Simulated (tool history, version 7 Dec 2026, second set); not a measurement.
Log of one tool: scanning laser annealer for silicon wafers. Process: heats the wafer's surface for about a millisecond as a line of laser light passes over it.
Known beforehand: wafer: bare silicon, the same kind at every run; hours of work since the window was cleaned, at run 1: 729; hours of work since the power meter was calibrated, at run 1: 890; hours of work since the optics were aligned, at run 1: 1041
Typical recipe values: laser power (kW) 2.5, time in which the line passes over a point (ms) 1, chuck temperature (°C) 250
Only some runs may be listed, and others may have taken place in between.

run	hour	laser power (kW)	time in which the line passes over a point (ms)	chuck temperature (°C)	hours of work since the window was cleaned	hours of work since the power meter was calibrated	hours of work since the optics were aligned	highest temperature of the surface (°C)
1	0	2.5	1	250	729	890	1041	1046
2	38.8	2.5	1	250	746	907	1057	1040
3	70.4	2.5	1	250	759	920	1071	1041
4	104.7	2.5	1	236	774	935	1085	1026
5	141.4	2.5	1	236	789	950	1101	1027
6	173.2	2.356	1	250	803	964	1114	983
7	217.4	2.356	1	250	821	983	1133	983
8	247.8	2.356	1	250	834	996	1146	984
# hour 265.8: window over the wafer cleaned
9	297	2.5	0.85	250	13	1016	1166	983
10	342.7	2.5	1	257	33	1035	1185	1050
11	371	2.5	1	257	45	1047	1197	1050
12	401.8	2.5	1	257	58	1060	1210	1049
13	423.3	2.5	1	257	67	1069	1220	1050
14	447.9	2.5	1	257	77	1080	1230	1049
15	489.8	2.5	1	250	95	1097	1248	1042
16	541.5	2.5	1	250	117	1119	1270	1040
17	580.7	2.5	1	250	134	1136	1286	1042
18	612.6	2.5	1	250	147	1149	1300	1040
19	652.2	2.5	1	250	164	1166	1317	1045
20	703	2.5	1	250	185	1188	1338	1043
21	750.8	2.5	1	250	206	1208	1359	1041
22	772.3	2.318	0.92	278	215	1217	1368	970
23	808.6	2.318	0.92	278	230	1232	1383	971
24	850.1	2.5	0.99	240	248	1250	1401	1029
25	901	2.204	1.24	252	269	1272	1422	1003
26	931.4	2.594	1	257	282	1285	1435	1085
27	978.8	2.42	1.19	251	302	1305	1455	1080
28	1031.1	2.42	1.19	251	325	1327	1477	1083
29	1074.1	2.254	0.84	276	343	1345	1496	914
30	1109.9	2.428	1.07	276	358	1360	1511	1064
31	1151.6	2.428	1.07	276	376	1378	1528	1066
32	1188.7	2.329	1.07	276	391	1394	1544	1025
33	1236.1	2.38	0.82	260	411	1414	1564	931
# hour 1253.9: optics aligned, line set to its width
34	1268.4	2.5	1	239	423	1425	6	1031
35	1296.2	2.5	1	239	435	1437	18	1031
36	1329.7	2.5	1	239	449	1451	32	1032
37	1373.3	2.5	1	239	467	1470	51	1031
38	1402.4	2.5	1	239	480	1482	63	1031
39	1427.6	2.672	0.72	223	490	1493	74	953
40	1460.7	2.356	1	250	505	1507	88	984
41	1491.6	2.477	0.7	225	518	1520	101	880
42	1525	2.477	0.7	225	532	1534	115	879

Branching from run 42: 3 alternative next runs. What would each branch give?
A	1551.2	2.537	0.7	225	543	1545	126	?
B	1551.2	2.62	0.79	225	543	1545	126	?
C	1551.2	2.5	0.9	262	543	1545	126	?

run	highest temperature of the surface (°C)
A	896
B	976
C	1012
Had the tool no hidden state, the same runs would have come out as:
run	highest temperature of the surface (°C)
A	897
B	977
C	1013
